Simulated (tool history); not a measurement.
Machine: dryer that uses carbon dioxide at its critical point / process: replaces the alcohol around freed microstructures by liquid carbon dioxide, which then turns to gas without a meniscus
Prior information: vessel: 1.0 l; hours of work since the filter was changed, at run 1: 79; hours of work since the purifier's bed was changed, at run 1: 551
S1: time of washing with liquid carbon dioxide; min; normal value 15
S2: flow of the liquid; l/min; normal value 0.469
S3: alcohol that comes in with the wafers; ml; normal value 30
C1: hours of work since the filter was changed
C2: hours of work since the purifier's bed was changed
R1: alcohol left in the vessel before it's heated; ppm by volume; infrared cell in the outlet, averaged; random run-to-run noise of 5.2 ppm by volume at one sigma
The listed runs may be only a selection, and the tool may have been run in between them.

run   hour  S1     S2   S3   C1   C2    R1
  1    0.0  15  0.469   30   79  551   163
  2   57.0  15  0.469   30   99  571   180
  3   81.0  15  0.495   30  107  580   144
  4  113.3  15  0.645   30  118  591    60
  5  138.0  15  0.469   22  127  600   167
  6  184.3  15  0.469   22  143  616   165
  7  212.5  15  0.785   30  153  626    32
  8  250.0  15  0.785   30  166  639    29
  9  297.8  15  0.785   30  183  656    49
 10  355.9  20  0.469   30  203  676    82
 11  401.6  20  0.469   30  219  692    87
     440.4  -- inlet filter changed
 12  445.8  15  0.469   30    2  707   134
 13  493.4  15  0.469   30   19  724   149
 14  525.7  15  0.469   30   30  735   154
 15  578.6  15  0.545   26   48  753    83
 16  627.9  19  0.545   26   66  771    46
 17  679.5  19  0.545   26   84  789    51
 18  703.7  19  0.545   26   92  797    51
 19  746.9  14  0.545   61  107  812   232
 20  788.1  14  0.359   20  122  827   545
 21  828.1  13  0.773   48  136  841    66
 22  871.6  16  0.289   54  151  856  2171
 23  907.5  17  0.289  106  163  868  3551

Alternative continuations, all from the tool just after run 23; predict every row:
  A  961.7  17  0.532  106  182  887   ?
  B  961.7  11  0.467   30  182  887   ?
  C  961.7  17  0.785   30  182  887   ?

run   R1
  A  235
  B  864
  C   39
What these runs would have given with no unlogged condition in the tool:
run   R1
  A   81
  B  473
  C    0

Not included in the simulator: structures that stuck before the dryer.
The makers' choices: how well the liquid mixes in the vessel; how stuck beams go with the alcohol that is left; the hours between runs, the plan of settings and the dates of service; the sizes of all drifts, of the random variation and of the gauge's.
